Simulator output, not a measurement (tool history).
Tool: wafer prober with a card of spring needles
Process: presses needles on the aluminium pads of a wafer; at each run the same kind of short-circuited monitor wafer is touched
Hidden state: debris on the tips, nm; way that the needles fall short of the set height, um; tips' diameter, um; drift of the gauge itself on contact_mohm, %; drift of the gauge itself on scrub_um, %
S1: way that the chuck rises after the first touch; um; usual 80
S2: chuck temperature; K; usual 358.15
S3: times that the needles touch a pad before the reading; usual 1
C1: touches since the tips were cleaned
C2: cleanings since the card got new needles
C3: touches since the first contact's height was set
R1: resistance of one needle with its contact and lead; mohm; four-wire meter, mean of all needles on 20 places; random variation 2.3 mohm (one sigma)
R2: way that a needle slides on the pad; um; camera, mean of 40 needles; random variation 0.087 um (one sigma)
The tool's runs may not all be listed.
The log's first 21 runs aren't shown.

| run | hour | S1 | S2 | S3 | C1 | C2 | C3 | R1 | R2 |
|---|---|---|---|---|---|---|---|---|---|
|  | 322.5 | tips cleaned on abrasive film |
| 22 | 331.5 | 90 | 357.15 | 2 | 2496 | 63 | 31764 | 261 | 23.18 |
|  | 336.6 | tips cleaned on abrasive film |
| 23 | 344 | 90 | 357.15 | 2 | 2061 | 64 | 35185 | 260 | 23.18 |
|  | 350.3 | tips cleaned on abrasive film |
| 24 | 362.5 | 90 | 357.15 | 2 | 3385 | 65 | 40284 | 256 | 23.11 |
|  | 363.7 | tips cleaned on abrasive film |
|  | 377.6 | tips cleaned on abrasive film |
| 25 | 379 | 90 | 357.15 | 2 | 370 | 67 | 44793 | 261 | 22.98 |
|  | 391.2 | tips cleaned on abrasive film |
| 26 | 399 | 67 | 358.15 | 1 | 2174 | 68 | 50325 | 265 | 17.16 |
|  | 405.1 | tips cleaned on abrasive film |
|  | 419.8 | tips cleaned on abrasive film |
| 27 | 420 | 67 | 358.15 | 1 | 43 | 70 | 56067 | 263 | 17.33 |
| 28 | 432.6 | 69 | 358.15 | 1 | 3554 | 70 | 59578 | 267 | 17.76 |
|  | 434 | tips cleaned on abrasive film |
| 29 | 445.1 | 69 | 358.15 | 1 | 3060 | 71 | 63003 | 270 | 17.83 |
|  | 448.8 | tips cleaned on abrasive film |
|  | 463.2 | tips cleaned on abrasive film |
| 30 | 466 | 97 | 395.15 | 1 | 792 | 73 | 68755 | 266 | 25.14 |
|  | 476.7 | tips cleaned on abrasive film |
| 31 | 483.1 | 98 | 319.15 | 3 | 1773 | 74 | 73445 | 248 | 25.34 |
|  | 490.4 | tips cleaned on abrasive film |
| 32 | 493.4 | 80 | 354.15 | 1 | 826 | 75 | 76283 | 258 | 20.75 |

Forecast each of these 3 alternatives for the next run:
|  | 505.1 | tips cleaned on abrasive film |
| A | 505.1 | 80 | 322.15 | 1 | 0 | 76 | 79483 | ? | ? |
|  | 505.1 | tips cleaned on abrasive film |
| B | 505.1 | 80 | 359.15 | 1 | 0 | 76 | 79483 | ? | ? |
|  | 505.1 | tips cleaned on abrasive film |
| C | 505.1 | 80 | 318.15 | 1 | 0 | 76 | 79483 | ? | ? |

| run | R1 | R2 |
|---|---|---|
| A | 251 | 20.61 |
| B | 262 | 20.69 |
| C | 248 | 20.54 |
Without the tool's hidden state the same runs would have given:
| run | R1 | R2 |
|---|---|---|
| A | 251 | 20.61 |
| B | 262 | 20.69 |
| C | 247 | 20.54 |

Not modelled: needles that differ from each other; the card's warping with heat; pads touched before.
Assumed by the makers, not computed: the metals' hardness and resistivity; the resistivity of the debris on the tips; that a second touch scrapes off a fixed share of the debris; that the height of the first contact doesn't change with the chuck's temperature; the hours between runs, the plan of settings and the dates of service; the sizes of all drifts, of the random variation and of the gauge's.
